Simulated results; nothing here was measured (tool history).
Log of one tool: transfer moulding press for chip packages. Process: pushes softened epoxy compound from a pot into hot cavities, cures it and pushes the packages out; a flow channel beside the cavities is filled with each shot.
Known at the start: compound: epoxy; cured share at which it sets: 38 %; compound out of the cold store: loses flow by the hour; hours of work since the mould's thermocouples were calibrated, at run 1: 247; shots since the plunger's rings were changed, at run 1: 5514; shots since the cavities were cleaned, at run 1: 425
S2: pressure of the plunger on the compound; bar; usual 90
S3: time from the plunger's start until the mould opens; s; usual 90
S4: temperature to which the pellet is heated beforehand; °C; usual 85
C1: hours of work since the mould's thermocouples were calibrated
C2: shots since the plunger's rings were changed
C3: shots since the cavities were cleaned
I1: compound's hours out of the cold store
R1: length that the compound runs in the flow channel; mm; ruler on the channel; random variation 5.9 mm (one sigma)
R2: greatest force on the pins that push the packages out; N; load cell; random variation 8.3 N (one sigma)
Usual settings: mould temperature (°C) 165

Run 1, hour 0: usual settings; C1 247; C2 5514; C3 425; I1 35.7. Result: R1 640 mm, R2 644 N.
Run 2, hour 13.4: usual settings; C1 253; C2 5628; C3 539; I1 17.9. Result: R1 705 mm, R2 675 N.
Run 3, hour 25.7: usual settings but mould temperature (°C) 163; C1 259; C2 5733; C3 644; I1 27.4. Result: R1 680 mm, R2 722 N.
Run 4, hour 32.3: usual settings; C1 262; C2 5788; C3 699; I1 34.7. Result: R1 648 mm, R2 705 N.
At hour 38.2: cavities cleaned with cleaning compound and waxed.
Run 5, hour 44.2: usual settings but S2 79.2 bar; C1 266; C2 5876; C3 50; I1 32.8. Result: R1 604 mm, R2 405 N.
Run 6, hour 54.1: usual settings but mould temperature (°C) 163; C1 271; C2 5960; C3 134; I1 10.5. Result: R1 740 mm, R2 548 N.
Run 7, hour 63.8: usual settings but mould temperature (°C) 163; C1 275; C2 6042; C3 216; I1 11.7. Result: R1 720 mm, R2 607 N.
Run 8, hour 73.2: usual settings but mould temperature (°C) 163; C1 279; C2 6122; C3 296; I1 41.9. Result: R1 633 mm, R2 609 N.
Run 9, hour 81.4: usual settings but mould temperature (°C) 163; C1 283; C2 6192; C3 366; I1 22.2. Result: R1 688 mm, R2 670 N.
Run 10, hour 88.5: usual settings but mould temperature (°C) 163; C1 286; C2 6252; C3 426; I1 14.9. Result: R1 723 mm, R2 697 N.
Run 11, hour 97: usual settings but mould temperature (°C) 163, S4 78 °C; C1 290; C2 6324; C3 498; I1 36.1. Result: R1 648 mm, R2 705 N.
Run 12, hour 102.8: usual settings; C1 293; C2 6373; C3 547; I1 47.5. Result: R1 612 mm, R2 645 N.
Run 13, hour 111: usual settings; C1 296; C2 6443; C3 617; I1 17. Result: R1 711 mm, R2 694 N.
At hour 126: cavities cleaned with cleaning compound and waxed.
Run 14, hour 126.3: usual settings; C1 303; C2 6559; C3 1; I1 42.7. Result: R1 617 mm, R2 373 N.
Run 15, hour 133.3: usual settings but mould temperature (°C) 169; C1 306; C2 6619; C3 61; I1 37.8. Result: R1 615 mm, R2 381 N.
At hour 143.5: plunger's sealing rings changed.
Run 16, hour 148.3: usual settings but mould temperature (°C) 164, S2 109.4 bar, S3 104 s, S4 78 °C; C1 311; C2 40; C3 167; I1 26.6. Result: R1 782 mm, R2 468 N.
Run 17, hour 161.9: usual settings but mould temperature (°C) 162, S2 76 bar; C1 318; C2 155; C3 282; I1 17.4. Result: R1 705 mm, R2 675 N.
Run 18, hour 173.2: usual settings but S3 89 s, S4 76 °C; C1 323; C2 252; C3 379; I1 18.8. Result: R1 746 mm, R2 605 N.
Run 19, hour 186.7: usual settings but mould temperature (°C) 163, S3 78 s, S4 76 °C; C1 329; C2 366; C3 493; I1 39. Result: R1 679 mm, R2 860 N.
Run 20, hour 198.3: usual settings but S4 80 °C; C1 334; C2 464; C3 591; I1 39.5. Result: R1 671 mm, R2 668 N.
Run 21, hour 206.1: usual settings but S2 103.4 bar, S3 112 s, S4 75 °C; C1 337; C2 530; C3 657; I1 31.3. Result: R1 768 mm, R2 598 N.
Run 22, hour 212.6: usual settings but S2 69.5 bar, S3 130 s, S4 75 °C; C1 340; C2 585; C3 712; I1 35.7. Result: R1 595 mm, R2 608 N.
At hour 216.3: cavities cleaned with cleaning compound and waxed.
Run 23, hour 224.2: usual settings but mould temperature (°C) 163, S2 94.4 bar, S3 120 s, S4 80 °C; C1 345; C2 671; C3 67; I1 40.3. Result: R1 697 mm, R2 372 N.
Run 24, hour 237.4: usual settings but mould temperature (°C) 163, S2 94.4 bar, S3 120 s, S4 80 °C; C1 351; C2 783; C3 179; I1 26.1. Result: R1 747 mm, R2 436 N.
Run 25, hour 249.2: usual settings but S2 93.9 bar; C1 356; C2 883; C3 279; I1 10.5. Result: R1 786 mm, R2 569 N.
Run 26, hour 262.8: usual settings but mould temperature (°C) 168, S2 77.5 bar, S3 116 s, S4 90 °C; C1 362; C2 998; C3 394; I1 19.4. Result: R1 683 mm, R2 526 N.
Run 27, hour 270: usual settings but mould temperature (°C) 163, S2 85.1 bar, S3 105 s, S4 90 °C; C1 365; C2 1059; C3 455; I1 9.1. Result: R1 751 mm, R2 576 N.
Run 28, hour 280.2: usual settings but mould temperature (°C) 163, S2 85.1 bar, S3 105 s, S4 90 °C; C1 370; C2 1146; C3 542; I1 10.8. Result: R1 736 mm, R2 633 N.
Run 29, hour 289.6: usual settings but S3 116 s, S4 94 °C; C1 374; C2 1226; C3 622; I1 34.9. Result: R1 680 mm, R2 566 N.
Run 30, hour 300.6: usual settings but S3 116 s, S4 94 °C; C1 379; C2 1319; C3 715; I1 17.6. Result: R1 754 mm, R2 622 N.

How the hidden state differs across the entries between the runs, from the last listed run before each to the first after it:
Between runs 4 and 5: cavities cleaned with cleaning compound and waxed (hour 38.2)
  true mould temperature over the reading, C: 0.05 -> 0.06; pressure that reaches the compound, % of what is set: 88.22 -> 88.04; grip of the stained cavities, % over clean ones': 91.5 -> 10.5
  measured less the result without the state, R1: -42 -> -40 mm; R2: +337 -> +37 N
Between runs 13 and 14: cavities cleaned with cleaning compound and waxed (hour 126)
  true mould temperature over the reading, C: 0.11 -> 0.12; pressure that reaches the compound, % of what is set: 86.93 -> 86.71; grip of the stained cavities, % over clean ones': 85.1 -> 3.6
  measured less the result without the state, R1: -52 -> -46 mm; R2: +315 -> +11 N
Between runs 15 and 16: plunger's sealing rings changed (hour 143.5)
  true mould temperature over the reading, C: 0.13 -> 0.14; pressure that reaches the compound, % of what is set: 86.6 -> 99.79; grip of the stained cavities, % over clean ones': 15.8 -> 34.6
  measured less the result without the state, R1: -47 -> -2 mm; R2: +52 -> +119 N
Between runs 22 and 23: cavities cleaned with cleaning compound and waxed (hour 216.3)
  true mould temperature over the reading, C: 0.19 -> 0.2; pressure that reaches the compound, % of what is set: 98.73 -> 98.57; grip of the stained cavities, % over clean ones': 93.1 -> 13.6
  measured less the result without the state, R1: -4 -> -6 mm; R2: +292 -> +43 N
